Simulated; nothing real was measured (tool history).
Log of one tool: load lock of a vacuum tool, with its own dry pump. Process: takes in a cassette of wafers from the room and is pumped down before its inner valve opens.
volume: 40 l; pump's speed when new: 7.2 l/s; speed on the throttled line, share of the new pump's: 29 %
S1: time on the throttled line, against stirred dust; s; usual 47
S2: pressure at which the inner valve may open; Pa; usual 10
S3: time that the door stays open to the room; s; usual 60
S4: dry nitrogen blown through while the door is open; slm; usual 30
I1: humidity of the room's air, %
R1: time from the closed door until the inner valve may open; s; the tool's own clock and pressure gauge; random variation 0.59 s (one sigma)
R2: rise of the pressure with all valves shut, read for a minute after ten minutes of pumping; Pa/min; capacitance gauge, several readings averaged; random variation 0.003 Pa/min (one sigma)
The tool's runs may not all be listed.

Run 1, hour 0.0: usual settings; I1 43.3. Result: R1 85.8 s, R2 0.641 Pa/min.
Run 2, hour 391.4: usual settings; I1 43.2. Result: R1 85.4 s, R2 0.649 Pa/min.
At hour 509.4: door's seal changed, seat wiped.
Run 3, hour 841.8: usual settings; I1 44.4. Result: R1 86.1 s, R2 0.052 Pa/min.
Run 4, hour 1193.3: usual settings but S1 26 s; I1 43.0. Result: R1 71.3 s, R2 0.054 Pa/min.
Run 5, hour 1465.5: usual settings; I1 44.3. Result: R1 85.5 s, R2 0.057 Pa/min.
Run 6, hour 1672.8: usual settings; I1 44.0. Result: R1 85.9 s, R2 0.062 Pa/min.
Run 7, hour 2017.1: usual settings but S2 15 Pa; I1 45.3. Result: R1 83.9 s, R2 0.065 Pa/min.
Run 8, hour 2521.1: usual settings; I1 45.3. Result: R1 87.4 s, R2 0.073 Pa/min.
Run 9, hour 2901.1: usual settings; I1 46.1. Result: R1 87.2 s, R2 0.085 Pa/min.
Run 10, hour 3286.9: usual settings; I1 43.9. Result: R1 86.6 s, R2 0.076 Pa/min.
Run 11, hour 3495.1: usual settings; I1 43.0. Result: R1 88.0 s, R2 0.082 Pa/min.
Run 12, hour 3829.4: usual settings; I1 41.7. Result: R1 87.1 s, R2 0.083 Pa/min.
Run 13, hour 4330.1: usual settings; I1 44.9. Result: R1 88.6 s, R2 0.102 Pa/min.
Run 14, hour 4625.7: usual settings but S2 9 Pa; I1 48.3. Result: R1 89.3 s, R2 0.102 Pa/min.
Run 15, hour 4913.2: usual settings but S2 9 Pa, S4 22 slm; I1 45.1. Result: R1 90.6 s, R2 0.115 Pa/min.
Run 16, hour 5394.8: usual settings but S2 9 Pa, S4 22 slm; I1 43.8. Result: R1 89.9 s, R2 0.122 Pa/min.
Run 17, hour 5816.7: usual settings but S2 9 Pa; I1 46.5. Result: R1 89.6 s, R2 0.122 Pa/min.
Run 18, hour 6205.3: usual settings but S2 9 Pa; I1 45.4. Result: R1 90.4 s, R2 0.133 Pa/min.
Run 19, hour 6667.2: usual settings but S2 9 Pa; I1 45.9. Result: R1 90.1 s, R2 0.138 Pa/min.
Run 20, hour 7054.4: usual settings but S3 118 s, S4 4 slm; I1 44.6. Result: R1 90.0 s, R2 0.226 Pa/min.
Run 21, hour 7357.6: usual settings but S2 15 Pa, S3 118 s, S4 8 slm; I1 46.8. Result: R1 88.0 s, R2 0.218 Pa/min.
Run 22, hour 7610.5: usual settings but S1 27 s, S2 8 Pa, S3 28 s, S4 17 slm; I1 47.3. Result: R1 78.1 s, R2 0.148 Pa/min.
Run 23, hour 7872.6: usual settings but S1 27 s, S2 15 Pa, S3 28 s, S4 5 slm; I1 44.3. Result: R1 74.4 s, R2 0.162 Pa/min.
Run 24, hour 8367.4: usual settings but S1 43 s, S2 8 Pa, S3 216 s, S4 5 slm; I1 43.9. Result: R1 89.6 s, R2 0.311 Pa/min.
Run 25, hour 8621.2: usual settings but S1 43 s, S2 8 Pa, S3 216 s, S4 13 slm; I1 45.1. Result: R1 89.8 s, R2 0.291 Pa/min.
Run 26, hour 8870.0: usual settings but S1 27 s; I1 45.6. Result: R1 77.4 s, R2 0.188 Pa/min.
Run 27, hour 9298.2: usual settings but S1 92 s, S3 35 s; I1 45.2. Result: R1 120.6 s, R2 0.187 Pa/min.
Run 28, hour 9799.3: usual settings but S1 92 s, S3 35 s; I1 44.7. Result: R1 121.6 s, R2 0.197 Pa/min.
Run 29, hour 10187.3: usual settings but S1 61 s, S2 11 Pa, S3 111 s, S4 19 slm; I1 46.9. Result: R1 100.6 s, R2 0.269 Pa/min.
Run 30, hour 10447.0: usual settings but S2 19 Pa, S3 72 s, S4 38 slm; I1 45.4. Result: R1 87.1 s, R2 0.228 Pa/min.
Run 31, hour 10755.2: usual settings but S1 59 s, S2 11 Pa; I1 43.8. Result: R1 99.6 s, R2 0.238 Pa/min.
Run 32, hour 11182.0: usual settings but S1 54 s, S2 19 Pa, S4 40 slm; I1 44.8. Result: R1 92.8 s, R2 0.243 Pa/min.
Run 33, hour 11536.0: usual settings but S1 54 s, S2 12 Pa, S4 8 slm; I1 41.0. Result: R1 97.1 s, R2 0.272 Pa/min.
Run 34, hour 11918.8: usual settings but S1 54 s, S2 12 Pa, S4 8 slm; I1 42.5. Result: R1 96.9 s, R2 0.292 Pa/min.
Run 35, hour 12158.3: usual settings but S1 49 s, S2 12 Pa, S3 88 s, S4 8 slm; I1 45.3. Result: R1 95.1 s, R2 0.321 Pa/min.
Run 36, hour 12363.2: usual settings but S4 43 slm; I1 45.0. Result: R1 94.8 s, R2 0.283 Pa/min.
Run 37, hour 12585.9: usual settings but S1 70 s, S4 19 slm; I1 44.2. Result: R1 109.5 s, R2 0.294 Pa/min.
Run 38, hour 13072.8: usual settings but S1 70 s, S2 11 Pa, S4 19 slm; I1 48.2. Result: R1 108.8 s, R2 0.317 Pa/min.

3 ways to go on from here, each from the tool as it stands after run 38. What would each give?
Run A, hour 13368.4: usual settings but S1 26 s, S2 11 Pa, S3 74 s, S4 19 slm; I1 45.8. Result: R1 ?, R2 ?.
Run B, hour 13368.4: usual settings but S2 18 Pa, S4 31 slm; I1 42.7. Result: R1 ?, R2 ?.
Run C, hour 13368.4: usual settings but S3 163 s, S4 40 slm; I1 44.8. Result: R1 ?, R2 ?.

run    R1     R2
  A  82.0  0.344
  B  90.4  0.313
  C  93.8  0.353
Without the tool's hidden state the same runs would have given:
run    R1     R2
  A  70.4  0.075
  B  81.3  0.049
  C  83.8  0.085
